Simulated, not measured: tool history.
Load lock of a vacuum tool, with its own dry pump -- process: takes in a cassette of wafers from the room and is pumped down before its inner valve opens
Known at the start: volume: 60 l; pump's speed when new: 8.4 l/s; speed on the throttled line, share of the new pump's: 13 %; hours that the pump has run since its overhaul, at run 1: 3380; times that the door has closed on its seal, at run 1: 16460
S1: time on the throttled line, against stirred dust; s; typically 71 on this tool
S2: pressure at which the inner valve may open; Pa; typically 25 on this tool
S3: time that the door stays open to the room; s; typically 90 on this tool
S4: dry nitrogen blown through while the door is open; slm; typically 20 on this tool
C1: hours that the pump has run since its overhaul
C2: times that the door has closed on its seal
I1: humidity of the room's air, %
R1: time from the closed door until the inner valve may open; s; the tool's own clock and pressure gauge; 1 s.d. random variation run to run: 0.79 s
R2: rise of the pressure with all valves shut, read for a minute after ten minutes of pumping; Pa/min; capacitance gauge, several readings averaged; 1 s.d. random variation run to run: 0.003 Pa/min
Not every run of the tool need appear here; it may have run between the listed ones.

Run 1, hour 0.0: usual settings; C1 3380; C2 16460; I1 43.1. Result: R1 123.4 s, R2 0.063 Pa/min.
Run 2, hour 215.5: usual settings; C1 3596; C2 17509; I1 44.6. Result: R1 124.1 s, R2 0.069 Pa/min.
Run 3, hour 369.1: usual settings but S1 66 s; C1 3749; C2 18257; I1 45.5. Result: R1 120.8 s, R2 0.070 Pa/min.
Run 4, hour 677.2: usual settings but S2 43 Pa; C1 4057; C2 19757; I1 48.4. Result: R1 119.6 s, R2 0.079 Pa/min.
Run 5, hour 947.5: usual settings but S2 43 Pa; C1 4328; C2 21074; I1 44.4. Result: R1 120.1 s, R2 0.073 Pa/min.
Run 6, hour 1099.0: usual settings but S2 43 Pa; C1 4479; C2 21812; I1 45.0. Result: R1 119.3 s, R2 0.076 Pa/min.
Run 7, hour 1252.6: usual settings but S2 43 Pa; C1 4633; C2 22559; I1 49.3. Result: R1 120.2 s, R2 0.085 Pa/min.
Run 8, hour 1541.0: usual settings but S2 43 Pa; C1 4921; C2 23964; I1 43.8. Result: R1 121.5 s, R2 0.083 Pa/min.
Run 9, hour 1682.0: usual settings but S2 43 Pa; C1 5062; C2 24651; I1 40.1. Result: R1 120.8 s, R2 0.082 Pa/min.
Run 10, hour 1881.5: usual settings but S2 43 Pa; C1 5262; C2 25622; I1 43.9. Result: R1 122.4 s, R2 0.090 Pa/min.
Run 11, hour 2109.5: usual settings but S4 9 slm; C1 5490; C2 26732; I1 51.6. Result: R1 126.3 s, R2 0.116 Pa/min.
Run 12, hour 2312.6: usual settings but S4 9 slm; C1 5693; C2 27721; I1 45.7. Result: R1 125.1 s, R2 0.114 Pa/min.
Run 13, hour 2442.2: usual settings but S2 22 Pa, S3 53 s; C1 5822; C2 28352; I1 49.4. Result: R1 128.0 s, R2 0.090 Pa/min.
Run 14, hour 2630.3: usual settings but S2 24 Pa; C1 6010; C2 29268; I1 43.6. Result: R1 127.4 s, R2 0.101 Pa/min.
Run 15, hour 2883.0: usual settings but S2 36 Pa, S4 13 slm; C1 6263; C2 30498; I1 42.4. Result: R1 124.5 s, R2 0.106 Pa/min.
Run 16, hour 3061.8: usual settings but S1 48 s, S4 38 slm; C1 6442; C2 31369; I1 46.9. Result: R1 108.5 s, R2 0.096 Pa/min.
Run 17, hour 3294.8: usual settings but S1 48 s, S4 38 slm; C1 6675; C2 32504; I1 46.3. Result: R1 107.9 s, R2 0.103 Pa/min.
Run 18, hour 3587.7: usual settings but S1 55 s, S4 32 slm; C1 6968; C2 33930; I1 43.3. Result: R1 114.3 s, R2 0.117 Pa/min.
Run 19, hour 3851.8: usual settings but S1 55 s, S4 32 slm; C1 7232; C2 35216; I1 44.1. Result: R1 113.3 s, R2 0.110 Pa/min.
Run 20, hour 3996.0: usual settings but S1 58 s, S4 38 slm; C1 7376; C2 35919; I1 43.9. Result: R1 115.4 s, R2 0.117 Pa/min.
Run 21, hour 4153.2: usual settings but S1 73 s, S3 148 s, S4 6 slm; C1 7533; C2 36684; I1 41.0. Result: R1 130.6 s, R2 0.156 Pa/min.
Run 22, hour 4404.5: usual settings but S1 73 s, S3 148 s, S4 6 slm; C1 7785; C2 37908; I1 43.8. Result: R1 130.7 s, R2 0.154 Pa/min.
Run 23, hour 4566.8: usual settings but S3 30 s, S4 10 slm; C1 7947; C2 38698; I1 46.1. Result: R1 127.8 s, R2 0.133 Pa/min.
Run 24, hour 4822.7: usual settings but S3 140 s, S4 16 slm; C1 8203; C2 39944; I1 43.9. Result: R1 127.9 s, R2 0.156 Pa/min.

What would each run have given without the hidden state, its run-to-run variation left as it was?
Unlogged tool condition in this case: pump's speed, % of a new pump's; leak at the door's seal, Pa l/s; drift of the gauge itself on ready_s, %; drift of the gauge itself on rise_pa_min, %.
run     R1     R2
  1  120.9  0.030
  2  121.4  0.033
  3  117.9  0.032
  4  116.7  0.038
  5  117.0  0.029
  6  116.1  0.029
  7  116.8  0.036
  8  117.9  0.030
  9  117.1  0.027
 10  118.5  0.031
 11  122.0  0.055
 12  120.7  0.049
 13  123.3  0.023
 14  122.5  0.030
 15  119.8  0.032
 16  102.8  0.020
 17  102.1  0.021
 18  108.4  0.029
 19  107.2  0.016
 20  109.3  0.022
 21  124.3  0.055
 22  124.2  0.050
 23  121.3  0.025
 24  121.2  0.041
